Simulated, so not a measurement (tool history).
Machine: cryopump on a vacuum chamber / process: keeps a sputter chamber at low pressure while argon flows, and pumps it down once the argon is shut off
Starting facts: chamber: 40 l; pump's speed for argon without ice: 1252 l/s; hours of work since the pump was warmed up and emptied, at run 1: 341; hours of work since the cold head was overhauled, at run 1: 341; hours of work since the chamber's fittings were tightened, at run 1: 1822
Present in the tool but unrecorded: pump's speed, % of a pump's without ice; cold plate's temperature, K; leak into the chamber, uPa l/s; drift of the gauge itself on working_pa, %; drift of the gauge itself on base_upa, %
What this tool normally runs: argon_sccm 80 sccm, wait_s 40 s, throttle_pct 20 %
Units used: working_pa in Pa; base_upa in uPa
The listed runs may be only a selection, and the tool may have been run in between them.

run   hour  argon_sccm  wait_s  throttle_pct  hours of work since the pump was warmed up and emptied  hours of work since the cold head was overhauled  hours of work since the chamber's fittings were tightened  working_pa  base_upa
  1      0          80      40            20                                                     341                                               341                                                       1822       0.557      3.94
  2   18.2          80      40            20                                                     355                                               355                                                       1836      0.5579      3.82
  3   57.1          80      40            20                                                     384                                               384                                                       1865      0.5578      3.88
  4   82.2          80      40            20                                                     403                                               403                                                       1883      0.5625      3.95
  5  101.1          80      40            20                                                     417                                               417                                                       1898      0.5582      3.97
     123.1  -- pump warmed up, emptied and cooled again
  6  127.1          80      40            20                                                       3                                               433                                                       1913      0.5423      3.69
  7  142.7          80      40            20                                                      15                                               444                                                       1925      0.5421       3.7
  8  165.8          80      27            20                                                      32                                               462                                                       1942      0.5439      4.69
  9  182.3          80      27            20                                                      44                                               474                                                       1955      0.5411      4.77
 10  218.7          80      27            20                                                      72                                               501                                                       1982      0.5502      4.77
 11  238.9          80      27            20                                                      87                                               516                                                       1997      0.5456      4.92
 12  276.7          80      27            20                                                     115                                               545                                                       2025      0.5467      4.91
 13  307.3          80      83            20                                                     138                                               567                                                       2048      0.5504      2.86
 14  325.4          80      40            20                                                     151                                               581                                                       2062      0.5517      3.92
 15  348.3          80      40            23                                                     169                                               598                                                       2079       0.477      3.93
 16  369.1          80      40            21                                                     184                                               614                                                       2094      0.5241      4.06
 17  395.7          80     237            21                                                     204                                               634                                                       2114      0.5266      2.43
 18    427          80     237            21                                                     227                                               657                                                       2138      0.5259      2.34
 19  445.2          80      48            36                                                     241                                               671                                                       2151      0.3118      3.81
 20  483.5          80      23            36                                                     270                                               699                                                       2180      0.3132      5.72
 21    508          80      23            36                                                     288                                               718                                                       2198      0.3132      5.63
 22  530.4         113      23            51                                                     305                                               734                                                       2215      0.3174      5.62
 23  551.9         113      23            51                                                     321                                               751                                                       2231      0.3197      5.63
 24  573.8          59      26            25                                                     337                                               767                                                       2248      0.3317      5.37
 25  605.8          59      26            25                                                     361                                               791                                                       2272      0.3315      5.25
 26  624.3          93      40            20                                                     375                                               805                                                       2285      0.6499      4.29

Estimate the outcome of run 27 from the log above:
 27  646.4          76      40            20                                                     392                                               821                                                       2302           ?         ?

working_pa: 0.5325 Pa
base_upa: 4.26 uPa
Without the tool's hidden state the same run would have given working_pa 0.5147 Pa, base_upa 2.21 uPa.
